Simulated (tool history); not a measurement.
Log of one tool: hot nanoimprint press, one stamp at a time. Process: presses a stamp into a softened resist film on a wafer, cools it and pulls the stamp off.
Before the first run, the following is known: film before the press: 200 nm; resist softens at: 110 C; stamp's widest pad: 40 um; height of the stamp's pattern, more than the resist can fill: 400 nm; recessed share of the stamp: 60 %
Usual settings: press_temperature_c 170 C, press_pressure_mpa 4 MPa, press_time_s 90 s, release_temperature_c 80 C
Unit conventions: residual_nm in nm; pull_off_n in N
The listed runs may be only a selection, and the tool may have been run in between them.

Run 1, hour 0: usual settings. Result: residual_nm 82 nm, pull_off_n 222 N.
Run 2, hour 32.7: usual settings. Result: residual_nm 82.7 nm, pull_off_n 219 N.
Run 3, hour 62.1: usual settings. Result: residual_nm 81.7 nm, pull_off_n 217 N.
Run 4, hour 88.7: usual settings. Result: residual_nm 83.1 nm, pull_off_n 222 N.
Run 5, hour 111.9: usual settings but press_time_s 136 s. Result: residual_nm 69 nm, pull_off_n 214 N.
At hour 131: plate thermocouple calibrated.
Run 6, hour 148.5: usual settings but press_time_s 136 s. Result: residual_nm 68.1 nm, pull_off_n 211 N.
Run 7, hour 166.5: usual settings but press_pressure_mpa 3.57 MPa, press_time_s 136 s. Result: residual_nm 73.2 nm, pull_off_n 222 N.
Run 8, hour 191.9: usual settings but press_pressure_mpa 3.57 MPa, press_time_s 136 s. Result: residual_nm 72.7 nm, pull_off_n 221 N.
Run 9, hour 222.2: usual settings but press_pressure_mpa 3.57 MPa, press_time_s 136 s. Result: residual_nm 73.3 nm, pull_off_n 217 N.
Run 10, hour 238.9: usual settings but press_pressure_mpa 3.57 MPa, press_time_s 136 s. Result: residual_nm 73.9 nm, pull_off_n 220 N.
Run 11, hour 265.8: usual settings but press_pressure_mpa 3.57 MPa, press_time_s 136 s. Result: residual_nm 73 nm, pull_off_n 213 N.
Run 12, hour 290.4: usual settings but press_pressure_mpa 3.57 MPa, press_time_s 136 s. Result: residual_nm 72.5 nm, pull_off_n 212 N.
Run 13, hour 307.6: usual settings but press_pressure_mpa 3.57 MPa, press_time_s 136 s. Result: residual_nm 72.7 nm, pull_off_n 219 N.
Run 14, hour 325.6: usual settings but press_pressure_mpa 3.57 MPa, press_time_s 152 s. Result: residual_nm 69 nm, pull_off_n 215 N.
Run 15, hour 342.4: usual settings but release_temperature_c 81 C. Result: residual_nm 82.3 nm, pull_off_n 218 N.
Run 16, hour 376.4: usual settings but press_temperature_c 165 C, press_pressure_mpa 4.36 MPa, release_temperature_c 81 C. Result: residual_nm 104.1 nm, pull_off_n 207 N.
Run 17, hour 397.5: usual settings but press_pressure_mpa 3.93 MPa, press_time_s 52 s. Result: residual_nm 105 nm, pull_off_n 217 N.
Run 18, hour 430.3: usual settings but press_temperature_c 168 C, press_pressure_mpa 3.28 MPa, press_time_s 67 s, release_temperature_c 72 C. Result: residual_nm 110.5 nm, pull_off_n 243 N.
Run 19, hour 447.4: usual settings but press_temperature_c 176 C, press_time_s 87 s. Result: residual_nm 60.2 nm, pull_off_n 222 N.
Run 20, hour 467.8: usual settings but press_temperature_c 176 C, press_pressure_mpa 6.28 MPa, press_time_s 87 s. Result: residual_nm 48.9 nm, pull_off_n 220 N.
Run 21, hour 495.4: usual settings but press_temperature_c 176 C, press_pressure_mpa 6.28 MPa, press_time_s 87 s. Result: residual_nm 49 nm, pull_off_n 224 N.
Run 22, hour 530.8: usual settings but press_temperature_c 176 C, press_pressure_mpa 6.28 MPa, press_time_s 87 s. Result: residual_nm 48.3 nm, pull_off_n 225 N.
Run 23, hour 561.8: usual settings but press_temperature_c 176 C, press_pressure_mpa 6.28 MPa, press_time_s 87 s. Result: residual_nm 48.3 nm, pull_off_n 217 N.
Run 24, hour 579: usual settings but press_pressure_mpa 3.12 MPa, press_time_s 70 s, release_temperature_c 74 C. Result: residual_nm 100.6 nm, pull_off_n 238 N.
Run 25, hour 600.3: usual settings but press_pressure_mpa 5.63 MPa, press_time_s 122 s. Result: residual_nm 63.1 nm, pull_off_n 218 N.
At hour 617.3: plate thermocouple calibrated.
Run 26, hour 620.2: usual settings but press_pressure_mpa 5.63 MPa, press_time_s 122 s. Result: residual_nm 62 nm, pull_off_n 214 N.
Run 27, hour 638.6: usual settings but press_pressure_mpa 5.63 MPa, press_time_s 122 s. Result: residual_nm 62 nm, pull_off_n 216 N.
Run 28, hour 666.4: usual settings but press_pressure_mpa 6.37 MPa, release_temperature_c 72 C. Result: residual_nm 66.7 nm, pull_off_n 248 N.
Run 29, hour 682.9: usual settings but press_temperature_c 171 C, press_pressure_mpa 5.33 MPa, press_time_s 109 s. Result: residual_nm 63.6 nm, pull_off_n 218 N.

Here are 3 independent what-if runs from the current tool condition. What would each one return?
At hour 696.9: stamp cleaned and given a new release coat.
Run A, hour 723.1: usual settings but press_temperature_c 169 C, press_pressure_mpa 5.55 MPa, release_temperature_c 71 C. Result: residual_nm ?, pull_off_n ?.
At hour 696.9: stamp cleaned and given a new release coat.
Run B, hour 723.1: usual settings but press_pressure_mpa 2.47 MPa, press_time_s 135 s. Result: residual_nm ?, pull_off_n ?.
At hour 696.9: stamp cleaned and given a new release coat.
Run C, hour 723.1: usual settings but press_temperature_c 171 C, press_pressure_mpa 4.31 MPa, press_time_s 109 s. Result: residual_nm ?, pull_off_n ?.

run  residual_nm  pull_off_n
  A         75.6         250
  B         86.1         210
  C         69.3         216
Had the tool no hidden state, the same runs would have come out as:
run  residual_nm  pull_off_n
  A         75.5         250
  B         86.1         210
  C         69.3         216

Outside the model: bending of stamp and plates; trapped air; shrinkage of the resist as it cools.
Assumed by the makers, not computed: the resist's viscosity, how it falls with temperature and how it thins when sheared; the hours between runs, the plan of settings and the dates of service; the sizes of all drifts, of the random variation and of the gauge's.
